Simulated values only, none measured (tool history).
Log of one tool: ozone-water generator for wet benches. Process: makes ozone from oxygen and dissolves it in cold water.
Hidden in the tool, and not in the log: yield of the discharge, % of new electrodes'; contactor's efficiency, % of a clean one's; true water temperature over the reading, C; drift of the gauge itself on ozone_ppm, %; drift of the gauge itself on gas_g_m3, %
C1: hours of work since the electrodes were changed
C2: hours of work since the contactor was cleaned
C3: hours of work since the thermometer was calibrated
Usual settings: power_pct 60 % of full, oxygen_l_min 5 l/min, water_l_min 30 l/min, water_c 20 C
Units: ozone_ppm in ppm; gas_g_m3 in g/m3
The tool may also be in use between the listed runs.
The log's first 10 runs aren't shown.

Run 11, hour 219.4: usual settings; C1 1061; C2 5731; C3 3837. Result: ozone_ppm 14.3 ppm, gas_g_m3 176.5 g/m3.
Run 12, hour 248.2: usual settings; C1 1085; C2 5756; C3 3861. Result: ozone_ppm 14.4 ppm, gas_g_m3 177.2 g/m3.
Run 13, hour 279.5: usual settings; C1 1112; C2 5783; C3 3888. Result: ozone_ppm 14.4 ppm, gas_g_m3 176.2 g/m3.
Run 14, hour 311.4: usual settings; C1 1140; C2 5810; C3 3916. Result: ozone_ppm 14.2 ppm, gas_g_m3 178.3 g/m3.
Run 15, hour 337.5: usual settings; C1 1162; C2 5833; C3 3938. Result: ozone_ppm 14.3 ppm, gas_g_m3 176.3 g/m3.
Run 16, hour 356.1: usual settings; C1 1178; C2 5849; C3 3954. Result: ozone_ppm 14.1 ppm, gas_g_m3 173.8 g/m3.
Run 17, hour 385.7: usual settings; C1 1203; C2 5874; C3 3980. Result: ozone_ppm 14.2 ppm, gas_g_m3 174.9 g/m3.
Run 18, hour 400.1: usual settings but oxygen_l_min 2.89 l/min, water_l_min 19 l/min; C1 1216; C2 5886; C3 3992. Result: ozone_ppm 19.2 ppm, gas_g_m3 227.4 g/m3.
Run 19, hour 419.5: usual settings but oxygen_l_min 2.89 l/min, water_l_min 19 l/min; C1 1232; C2 5903; C3 4009. Result: ozone_ppm 19.3 ppm, gas_g_m3 227.7 g/m3.
At hour 434.9: water thermometer calibrated.
Run 20, hour 450.1: usual settings but oxygen_l_min 3.32 l/min, water_c 26 C; C1 1258; C2 5929; C3 13. Result: ozone_ppm 12.3 ppm, gas_g_m3 214.4 g/m3.
Run 21, hour 480.6: usual settings but power_pct 76 % of full, water_c 21 C; C1 1284; C2 5955; C3 39. Result: ozone_ppm 16.8 ppm, gas_g_m3 205.4 g/m3.
Run 22, hour 500.1: usual settings but power_pct 76 % of full, water_c 21 C; C1 1301; C2 5972; C3 56. Result: ozone_ppm 16.5 ppm, gas_g_m3 206.3 g/m3.
Run 23, hour 525.4: usual settings but power_pct 50 % of full, oxygen_l_min 4.45 l/min, water_c 23 C; C1 1323; C2 5994; C3 78. Result: ozone_ppm 11.9 ppm, gas_g_m3 161.9 g/m3.
Run 24, hour 544: usual settings but power_pct 53 % of full, oxygen_l_min 8.93 l/min; C1 1339; C2 6010; C3 94. Result: ozone_ppm 13.8 ppm, gas_g_m3 121 g/m3.
Run 25, hour 576.2: usual settings but power_pct 64 % of full, oxygen_l_min 7.07 l/min, water_l_min 37 l/min, water_c 27 C; C1 1367; C2 6037; C3 121. Result: ozone_ppm 11.8 ppm, gas_g_m3 155 g/m3.
Run 26, hour 597.7: usual settings but power_pct 59 % of full, water_l_min 29 l/min; C1 1385; C2 6056; C3 140. Result: ozone_ppm 14.4 ppm, gas_g_m3 172.7 g/m3.
Run 27, hour 615.4: usual settings but power_pct 46 % of full, oxygen_l_min 2.81 l/min, water_l_min 35 l/min, water_c 15 C; C1 1400; C2 6071; C3 155. Result: ozone_ppm 9 ppm, gas_g_m3 190.6 g/m3.
Run 28, hour 647: usual settings but power_pct 46 % of full, oxygen_l_min 2.81 l/min, water_l_min 35 l/min, water_c 15 C; C1 1427; C2 6098; C3 182. Result: ozone_ppm 9.2 ppm, gas_g_m3 190.4 g/m3.
Run 29, hour 670.4: usual settings but power_pct 44 % of full, oxygen_l_min 4.04 l/min; C1 1447; C2 6118; C3 202. Result: ozone_ppm 11 ppm, gas_g_m3 155.7 g/m3.
Run 30, hour 692.5: usual settings but power_pct 44 % of full, oxygen_l_min 4.04 l/min, water_c 22 C; C1 1466; C2 6137; C3 221. Result: ozone_ppm 10.7 ppm, gas_g_m3 155.7 g/m3.
At hour 699.5: contactor cleaned.
Run 31, hour 728.2: usual settings but power_pct 41 % of full, water_l_min 45 l/min; C1 1494; C2 25; C3 248. Result: ozone_ppm 7.8 ppm, gas_g_m3 132.1 g/m3.
Run 32, hour 747.6: usual settings but power_pct 41 % of full, water_l_min 19 l/min, water_c 14 C; C1 1510; C2 41; C3 265. Result: ozone_ppm 17.8 ppm, gas_g_m3 132.8 g/m3.

Forecast each of these 4 alternatives for the next run:
Run A, hour 766.5: usual settings but oxygen_l_min 7.22 l/min; C1 1526; C2 58; C3 281. Result: ozone_ppm ?, gas_g_m3 ?.
Run B, hour 766.5: usual settings but oxygen_l_min 2.66 l/min, water_l_min 35 l/min; C1 1526; C2 58; C3 281. Result: ozone_ppm ?, gas_g_m3 ?.
Run C, hour 766.5: usual settings but power_pct 43 % of full, water_c 21 C; C1 1526; C2 58; C3 281. Result: ozone_ppm ?, gas_g_m3 ?.
Run D, hour 766.5: usual settings but water_l_min 23 l/min; C1 1526; C2 58; C3 281. Result: ozone_ppm ?, gas_g_m3 ?.

run  ozone_ppm  gas_g_m3
  A       15.2     146.3
  B       11.1     233.4
  C       11.5     138.5
  D       18.4     174.8
Without the tool's hidden state the same runs would have given:
run  ozone_ppm  gas_g_m3
  A       15.8     151.8
  B       11.5     242.1
  C       11.8     142.2
  D       19.2     181.3
